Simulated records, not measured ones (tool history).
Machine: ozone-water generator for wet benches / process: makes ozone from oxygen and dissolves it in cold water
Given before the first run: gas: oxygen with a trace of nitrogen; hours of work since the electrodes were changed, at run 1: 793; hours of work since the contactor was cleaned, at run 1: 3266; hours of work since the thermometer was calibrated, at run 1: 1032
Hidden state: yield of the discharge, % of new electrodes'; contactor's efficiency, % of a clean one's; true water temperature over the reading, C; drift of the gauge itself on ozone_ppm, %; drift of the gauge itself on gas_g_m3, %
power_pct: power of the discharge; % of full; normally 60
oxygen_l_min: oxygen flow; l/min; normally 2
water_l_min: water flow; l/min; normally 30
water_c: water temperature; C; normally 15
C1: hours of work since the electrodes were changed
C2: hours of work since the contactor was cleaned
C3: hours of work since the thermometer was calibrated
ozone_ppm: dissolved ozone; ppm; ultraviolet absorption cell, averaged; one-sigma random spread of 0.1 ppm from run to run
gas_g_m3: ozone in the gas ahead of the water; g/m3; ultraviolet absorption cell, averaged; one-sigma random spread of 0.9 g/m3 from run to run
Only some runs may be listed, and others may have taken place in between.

run 1 hour=0 | power_pct=60 oxygen_l_min=2 water_l_min=30 water_c=15 | C1=793 C2=3266 C3=1032 | ozone_ppm=4.4 gas_g_m3=145.4
run 2 hour=20.9 | power_pct=60 oxygen_l_min=2 water_l_min=30 water_c=15 | C1=811 C2=3284 C3=1050 | ozone_ppm=4.5 gas_g_m3=147.7
run 3 hour=38 | power_pct=60 oxygen_l_min=2 water_l_min=30 water_c=15 | C1=826 C2=3299 C3=1065 | ozone_ppm=4.6 gas_g_m3=146.9
run 4 hour=67.8 | power_pct=60 oxygen_l_min=2 water_l_min=30 water_c=15 | C1=851 C2=3325 C3=1091 | ozone_ppm=4.8 gas_g_m3=147.9
run 5 hour=87.2 | power_pct=60 oxygen_l_min=2 water_l_min=30 water_c=15 | C1=868 C2=3342 C3=1108 | ozone_ppm=4.7 gas_g_m3=146.3
run 6 hour=104.6 | power_pct=60 oxygen_l_min=2 water_l_min=30 water_c=15 | C1=883 C2=3357 C3=1123 | ozone_ppm=4.5 gas_g_m3=146.7
run 7 hour=131.5 | power_pct=60 oxygen_l_min=2 water_l_min=30 water_c=15 | C1=907 C2=3380 C3=1146 | ozone_ppm=4.7 gas_g_m3=145.8
run 8 hour=155.5 | power_pct=60 oxygen_l_min=2 water_l_min=30 water_c=15 | C1=927 C2=3401 C3=1167 | ozone_ppm=4.5 gas_g_m3=147.5
run 9 hour=181.8 | power_pct=60 oxygen_l_min=2 water_l_min=30 water_c=15 | C1=950 C2=3424 C3=1190 | ozone_ppm=4.5 gas_g_m3=145.5
run 10 hour=196.5 | power_pct=60 oxygen_l_min=2 water_l_min=30 water_c=15 | C1=963 C2=3436 C3=1202 | ozone_ppm=4.4 gas_g_m3=146.9
run 11 hour=228.7 | power_pct=60 oxygen_l_min=2 water_l_min=30 water_c=15 | C1=991 C2=3464 C3=1230 | ozone_ppm=4.5 gas_g_m3=144.4
run 12 hour=259.1 | power_pct=60 oxygen_l_min=2 water_l_min=30 water_c=10 | C1=1017 C2=3491 C3=1257 | ozone_ppm=4.6 gas_g_m3=147.1
run 13 hour=285.2 | power_pct=60 oxygen_l_min=2 water_l_min=41 water_c=10 | C1=1040 C2=3513 C3=1279 | ozone_ppm=3.4 gas_g_m3=146.2
run 14 hour=313.1 | power_pct=60 oxygen_l_min=2 water_l_min=41 water_c=10 | C1=1064 C2=3537 C3=1303 | ozone_ppm=3.3 gas_g_m3=146.6
run 15 hour=327.1 | power_pct=60 oxygen_l_min=2 water_l_min=41 water_c=10 | C1=1076 C2=3550 C3=1316 | ozone_ppm=3.4 gas_g_m3=145.6
run 16 hour=351 | power_pct=80 oxygen_l_min=2 water_l_min=41 water_c=10 | C1=1097 C2=3570 C3=1336 | ozone_ppm=3.9 gas_g_m3=169.3
run 17 hour=380.2 | power_pct=80 oxygen_l_min=2 water_l_min=41 water_c=10 | C1=1122 C2=3596 C3=1362 | ozone_ppm=3.8 gas_g_m3=168.9
run 18 hour=396.4 | power_pct=80 oxygen_l_min=2 water_l_min=41 water_c=10 | C1=1136 C2=3610 C3=1376 | ozone_ppm=3.9 gas_g_m3=171.4
run 19 hour=413.3 | power_pct=80 oxygen_l_min=2 water_l_min=41 water_c=10 | C1=1151 C2=3624 C3=1390 | ozone_ppm=4 gas_g_m3=169.7
run 20 hour=429.9 | power_pct=73 oxygen_l_min=1.54 water_l_min=30 water_c=15 | C1=1165 C2=3639 C3=1405 | ozone_ppm=4.6 gas_g_m3=187.8
run 21 hour=447.5 | power_pct=73 oxygen_l_min=1.54 water_l_min=30 water_c=15 | C1=1181 C2=3654 C3=1420 | ozone_ppm=4.7 gas_g_m3=186.1
run 22 hour=473.9 | power_pct=60 oxygen_l_min=1.52 water_l_min=30 water_c=20 | C1=1203 C2=3677 C3=1443 | ozone_ppm=4.1 gas_g_m3=171
run 23 hour=501.2 | power_pct=46 oxygen_l_min=3.12 water_l_min=30 water_c=20 | C1=1227 C2=3700 C3=1466 | ozone_ppm=4.2 gas_g_m3=97.1
run 24 hour=533.8 | power_pct=85 oxygen_l_min=3.12 water_l_min=44 water_c=8 | C1=1255 C2=3729 C3=1495 | ozone_ppm=4.1 gas_g_m3=134.2
run 25 hour=551.9 | power_pct=57 oxygen_l_min=2.16 water_l_min=20 water_c=21 | C1=1271 C2=3744 C3=1510 | ozone_ppm=6.2 gas_g_m3=135.9
run 26 hour=570.5 | power_pct=47 oxygen_l_min=2.69 water_l_min=20 water_c=21 | C1=1287 C2=3760 C3=1526 | ozone_ppm=5.9 gas_g_m3=107.8
run 27 hour=598.9 | power_pct=40 oxygen_l_min=1.45 water_l_min=38 water_c=14 | C1=1312 C2=3785 C3=1551 | ozone_ppm=2.5 gas_g_m3=139.9
run 28 hour=630.6 | power_pct=48 oxygen_l_min=1.36 water_l_min=30 water_c=15 | C1=1339 C2=3813 C3=1579 | ozone_ppm=3.7 gas_g_m3=162.5
run 29 hour=661.1 | power_pct=48 oxygen_l_min=2.66 water_l_min=42 water_c=15 | C1=1366 C2=3839 C3=1605 | ozone_ppm=3 gas_g_m3=108.7
run 30 hour=694.8 | power_pct=48 oxygen_l_min=2.66 water_l_min=42 water_c=15 | C1=1395 C2=3868 C3=1634 | ozone_ppm=3 gas_g_m3=108.6
run 31 hour=727.6 | power_pct=80 oxygen_l_min=1.91 water_l_min=30 water_c=15 | C1=1423 C2=3897 C3=1663 | ozone_ppm=5.1 gas_g_m3=172.1
run 32 hour=759.5 | power_pct=49 oxygen_l_min=1.31 water_l_min=30 water_c=18 | C1=1451 C2=3924 C3=1690 | ozone_ppm=3.6 gas_g_m3=166.7

Alternative continuations, all from the tool just after run 32; predict every row:
run A hour=774.4 | power_pct=49 oxygen_l_min=2.7 water_l_min=30 water_c=18 | C1=1464 C2=3937 C3=1703 | ozone_ppm=? gas_g_m3=?
run B hour=774.4 | power_pct=55 oxygen_l_min=1.61 water_l_min=30 water_c=14 | C1=1464 C2=3937 C3=1703 | ozone_ppm=? gas_g_m3=?
run C hour=774.4 | power_pct=60 oxygen_l_min=1.63 water_l_min=30 water_c=15 | C1=1464 C2=3937 C3=1703 | ozone_ppm=? gas_g_m3=?

run=A ozone_ppm=4.3 gas_g_m3=108.7
run=B ozone_ppm=4 gas_g_m3=157.1
run=C ozone_ppm=4.1 gas_g_m3=163
With the hidden condition removed and each run's random variation left untouched, the same runs would have given:
run=A ozone_ppm=4.7 gas_g_m3=112.1
run=B ozone_ppm=4.4 gas_g_m3=162.4
run=C ozone_ppm=4.6 gas_g_m3=168.8
